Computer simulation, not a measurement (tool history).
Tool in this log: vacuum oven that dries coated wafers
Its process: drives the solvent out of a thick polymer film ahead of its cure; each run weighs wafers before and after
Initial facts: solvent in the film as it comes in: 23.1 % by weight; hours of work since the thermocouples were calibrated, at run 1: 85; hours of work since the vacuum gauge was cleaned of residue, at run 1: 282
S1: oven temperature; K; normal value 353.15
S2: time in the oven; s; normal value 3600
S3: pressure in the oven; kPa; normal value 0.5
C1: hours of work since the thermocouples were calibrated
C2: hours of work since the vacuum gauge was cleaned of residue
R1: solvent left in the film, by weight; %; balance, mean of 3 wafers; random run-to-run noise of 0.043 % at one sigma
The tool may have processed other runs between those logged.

Run 1, day 0: usual settings; C1 85; C2 282. Result: R1 2.06 %.
Run 2, day 0.904: usual settings but S1 345.15 K; C1 102; C2 299. Result: R1 5.18 %.
Run 3, day 1.729: usual settings; C1 117; C2 314. Result: R1 2.19 %.
Run 4, day 3.046: usual settings but S1 342.15 K; C1 142; C2 339. Result: R1 6.46 %.
Run 5, day 3.638: usual settings but S1 342.15 K, S3 0.432 kPa; C1 153; C2 350. Result: R1 6.35 %.
Run 6, day 4.454: usual settings but S2 3000 s; C1 168; C2 365. Result: R1 2.9 %.
Run 7, day 5.729: usual settings but S1 344.15 K; C1 191; C2 389. Result: R1 5.47 %.
Run 8, day 6.933: usual settings; C1 214; C2 411. Result: R1 2.06 %.
Run 9, day 7.904: usual settings; C1 232; C2 429. Result: R1 2.01 %.
Run 10, day 8.858: usual settings; C1 249; C2 446. Result: R1 2.1 %.
Run 11, day 10.042: usual settings; C1 271; C2 468. Result: R1 2.01 %.
Run 12, day 10.796: usual settings; C1 285; C2 482. Result: R1 2 %.
Run 13, day 11.571: usual settings; C1 299; C2 497. Result: R1 2.08 %.
Run 14, day 12.683: usual settings; C1 320; C2 517. Result: R1 2.07 %.
Run 15, day 13.346: usual settings; C1 332; C2 530. Result: R1 2.03 %.
Run 16, day 14.017: usual settings but S1 365.15 K; C1 345; C2 542. Result: R1 0.41 %.
Run 17, day 15.312: usual settings but S2 5040 s; C1 369; C2 566. Result: R1 1.03 %.
Run 18, day 16.558: usual settings but S2 5040 s; C1 392; C2 589. Result: R1 1.06 %.
Run 19, day 17.654: usual settings but S1 356.15 K; C1 412; C2 609. Result: R1 1.26 %.
At day 17.804: vacuum gauge cleaned of residue and calibrated.
Run 20, day 18.875: usual settings but S1 356.15 K; C1 434; C2 20. Result: R1 1.26 %.
Run 21, day 19.579: usual settings but S1 356.15 K, S2 2160 s; C1 447; C2 33. Result: R1 3.46 %.
Run 22, day 20.492: usual settings; C1 464; C2 50. Result: R1 2 %.
Run 23, day 21.45: usual settings; C1 481; C2 68. Result: R1 2 %.
Run 24, day 22.733: usual settings but S2 5820 s, S3 0.456 kPa; C1 505; C2 91. Result: R1 0.7 %.
At day 23.196: vacuum gauge cleaned of residue and calibrated, once more.
Run 25, day 23.842: usual settings but S1 350.15 K, S2 2580 s, S3 1.966 kPa; C1 524; C2 12. Result: R1 5.28 %.
Run 26, day 24.421: usual settings but S1 339.15 K, S2 2040 s, S3 1.966 kPa; C1 535; C2 23. Result: R1 11.96 %.
Run 27, day 25.096: usual settings but S1 356.15 K; C1 548; C2 35. Result: R1 1.18 %.
Run 28, day 26.379: usual settings but S1 356.15 K; C1 571; C2 59. Result: R1 1.05 %.
Run 29, day 27.304: usual settings but S1 357.15 K, S2 3540 s, S3 0.991 kPa; C1 589; C2 76. Result: R1 1.19 %.
Run 30, day 28.467: usual settings but S1 342.15 K, S3 0.341 kPa; C1 610; C2 98. Result: R1 5.89 %.
Run 31, day 29.125: usual settings but S2 2340 s; C1 622; C2 110. Result: R1 3.91 %.
Run 32, day 29.929: usual settings but S2 2340 s; C1 637; C2 125. Result: R1 3.86 %.
Run 33, day 31.183: usual settings but S2 3240 s, S3 1.632 kPa; C1 660; C2 148. Result: R1 2.73 %.
Run 34, day 32.025: usual settings but S1 363.15 K, S2 5280 s, S3 0.871 kPa; C1 676; C2 163. Result: R1 0.35 %.
Run 35, day 32.742: usual settings but S1 345.15 K, S2 5280 s, S3 0.342 kPa; C1 689; C2 177. Result: R1 2.28 %.
Run 36, day 33.708: usual settings but S1 345.15 K, S2 2160 s, S3 0.342 kPa; C1 707; C2 195. Result: R1 7.8 %.
Run 37, day 34.908: usual settings but S1 345.15 K, S2 2160 s, S3 0.342 kPa; C1 729; C2 217. Result: R1 7.71 %.
At day 35.1: oven's thermocouples calibrated.
Run 38, day 36.2: usual settings but S1 345.15 K, S2 5100 s, S3 0.395 kPa; C1 20; C2 239. Result: R1 3.09 %.
Run 39, day 36.904: usual settings but S1 345.15 K, S2 5100 s, S3 0.395 kPa; C1 33; C2 252. Result: R1 3 %.
Run 40, day 37.558: usual settings but S1 349.15 K, S2 4740 s, S3 0.773 kPa; C1 46; C2 264. Result: R1 2.22 %.
Run 41, day 38.354: usual settings but S1 365.15 K, S2 5100 s, S3 0.374 kPa; C1 60; C2 279. Result: R1 0.14 %.
Run 42, day 38.954: usual settings but S1 365.15 K, S2 5100 s, S3 0.374 kPa; C1 71; C2 290. Result: R1 0.21 %.
Run 43, day 39.662: usual settings but S1 366.15 K; C1 84; C2 303. Result: R1 0.32 %.

For some of the steps in R1 from one run to the next: how much would appear even if the tool had no hidden state, given the settings, what came in and random variation, and how much remains for the hidden state plus any gauge scatter that the measured result and the result without hidden state don't share?
Hidden state at play: true wafer temperature over the reading, C; true pressure over the reading, kPa; drift of the gauge itself on solvent_pct, %.
Run 24 -> 25: S1 353.15 -> 350.15, S2 5820 -> 2580, S3 0.456 -> 1.966, vacuum gauge cleaned of residue and calibrated, once more. R1 +4.58 %: hidden state -0.52, all else +5.1.
Run 25 -> 26: S1 350.15 -> 339.15, S2 2580 -> 2040. R1 +6.68 %: hidden state +0, all else +6.68.
Run 26 -> 27: S1 339.15 -> 356.15, S2 2040 -> 3600, S3 1.966 -> 0.5. R1 -10.78 %: hidden state +0.23, all else -11.01.
Run 34 -> 35: S1 363.15 -> 345.15, S3 0.871 -> 0.342. R1 +1.93 %: hidden state -0.41, all else +2.34.
Run 35 -> 36: S2 5280 -> 2160. R1 +5.52 %: hidden state -0.2, all else +5.72.
Run 37 -> 38: S2 2160 -> 5100, S3 0.342 -> 0.395, oven's thermocouples calibrated. R1 -4.62 %: hidden state +0.7, all else -5.32.
